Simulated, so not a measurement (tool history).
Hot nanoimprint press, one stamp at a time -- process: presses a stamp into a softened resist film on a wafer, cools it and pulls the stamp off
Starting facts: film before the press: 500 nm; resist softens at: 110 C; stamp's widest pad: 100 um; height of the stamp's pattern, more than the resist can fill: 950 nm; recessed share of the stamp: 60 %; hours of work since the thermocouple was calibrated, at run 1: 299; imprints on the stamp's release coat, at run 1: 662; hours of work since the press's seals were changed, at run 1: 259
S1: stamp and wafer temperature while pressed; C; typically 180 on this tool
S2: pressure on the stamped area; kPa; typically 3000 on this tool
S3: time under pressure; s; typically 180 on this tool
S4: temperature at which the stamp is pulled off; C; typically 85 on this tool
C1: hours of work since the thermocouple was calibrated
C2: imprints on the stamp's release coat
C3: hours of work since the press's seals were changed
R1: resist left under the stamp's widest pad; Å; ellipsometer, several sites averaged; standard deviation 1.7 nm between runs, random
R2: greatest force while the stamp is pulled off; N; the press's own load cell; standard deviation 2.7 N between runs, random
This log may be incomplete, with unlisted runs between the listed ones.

| run | hour | S1 | S2 | S3 | S4 | C1 | C2 | C3 | R1 | R2 |
|---|---|---|---|---|---|---|---|---|---|---|
| 1 | 0.0 | 180 | 3000 | 180 | 85 | 299 | 662 | 259 | 2693 | 125 |
| 2 | 18.3 | 180 | 3000 | 180 | 85 | 310 | 741 | 271 | 2713 | 123 |
| 3 | 39.2 | 180 | 3000 | 180 | 85 | 324 | 832 | 284 | 2693 | 123 |
| 4 | 47.8 | 173 | 3000 | 180 | 85 | 329 | 869 | 289 | 3339 | 127 |
| 5 | 61.8 | 173 | 3000 | 180 | 85 | 338 | 930 | 298 | 3342 | 131 |
| 6 | 80.8 | 173 | 3000 | 180 | 85 | 350 | 1013 | 310 | 3349 | 126 |
| 7 | 95.4 | 177 | 3000 | 180 | 85 | 359 | 1076 | 319 | 2960 | 127 |
| 8 | 105.5 | 189 | 3000 | 180 | 85 | 365 | 1120 | 326 | 2011 | 127 |
| 9 | 116.8 | 180 | 3000 | 180 | 85 | 372 | 1169 | 333 | 2694 | 126 |
| 10 | 132.3 | 180 | 3000 | 180 | 92 | 382 | 1236 | 343 | 2702 | 114 |
| 11 | 143.4 | 180 | 3000 | 243 | 85 | 389 | 1284 | 350 | 2442 | 128 |
| 12 | 164.7 | 180 | 3000 | 180 | 80 | 403 | 1377 | 363 | 2704 | 139 |
| 13 | 179.6 | 180 | 3000 | 180 | 80 | 412 | 1441 | 372 | 2697 | 140 |
| 14 | 194.5 | 180 | 3000 | 180 | 80 | 421 | 1506 | 382 | 2698 | 141 |
| 15 | 212.8 | 180 | 3000 | 180 | 80 | 433 | 1586 | 393 | 2688 | 140 |
| 16 | 221.9 | 175 | 3000 | 130 | 80 | 439 | 1625 | 399 | 3415 | 143 |
| 17 | 238.9 | 172 | 2820 | 165 | 92 | 449 | 1699 | 410 | 3579 | 114 |
|  | 246.0 | stamp cleaned and given a new release coat |
| 18 | 258.5 | 178 | 1940 | 147 | 92 | 458 | 54 | 418 | 3623 | 113 |
| 19 | 272.0 | 180 | 4370 | 180 | 81 | 466 | 113 | 427 | 2204 | 137 |
| 20 | 290.7 | 180 | 2650 | 342 | 72 | 478 | 194 | 439 | 2339 | 158 |
| 21 | 299.8 | 191 | 1890 | 106 | 93 | 484 | 233 | 444 | 2869 | 107 |
| 22 | 309.4 | 177 | 3000 | 259 | 88 | 490 | 275 | 450 | 2659 | 123 |
| 23 | 319.0 | 185 | 3000 | 180 | 85 | 496 | 317 | 456 | 2301 | 125 |
| 24 | 334.9 | 180 | 3000 | 138 | 88 | 506 | 386 | 466 | 2946 | 117 |
| 25 | 354.5 | 178 | 3930 | 219 | 77 | 518 | 471 | 479 | 2366 | 146 |
| 26 | 369.6 | 171 | 4730 | 252 | 91 | 528 | 536 | 488 | 2665 | 113 |
|  | 391.4 | plate thermocouple calibrated |
| 27 | 392.9 | 188 | 3930 | 323 | 79 | 1 | 624 | 501 | 1450 | 140 |
| 28 | 412.7 | 180 | 2720 | 109 | 90 | 13 | 710 | 513 | 3263 | 115 |
| 29 | 428.6 | 180 | 2180 | 192 | 70 | 23 | 779 | 523 | 3110 | 166 |
| 30 | 438.0 | 180 | 3000 | 106 | 85 | 29 | 820 | 529 | 3125 | 127 |

Here are 3 independent what-if runs from the current tool condition. What would each one return?
| A | 452.7 | 180 | 4040 | 180 | 85 | 39 | 884 | 539 | ? | ? |
| B | 452.7 | 180 | 4560 | 125 | 85 | 39 | 884 | 539 | ? | ? |
| C | 452.7 | 180 | 3730 | 106 | 85 | 39 | 884 | 539 | ? | ? |

| run | R1 | R2 |
|---|---|---|
| A | 2316 | 127 |
| B | 2481 | 129 |
| C | 2859 | 128 |
With no hidden state in the tool, these same runs would have given:
| run | R1 | R2 |
|---|---|---|
| A | 2316 | 126 |
| B | 2481 | 128 |
| C | 2859 | 127 |
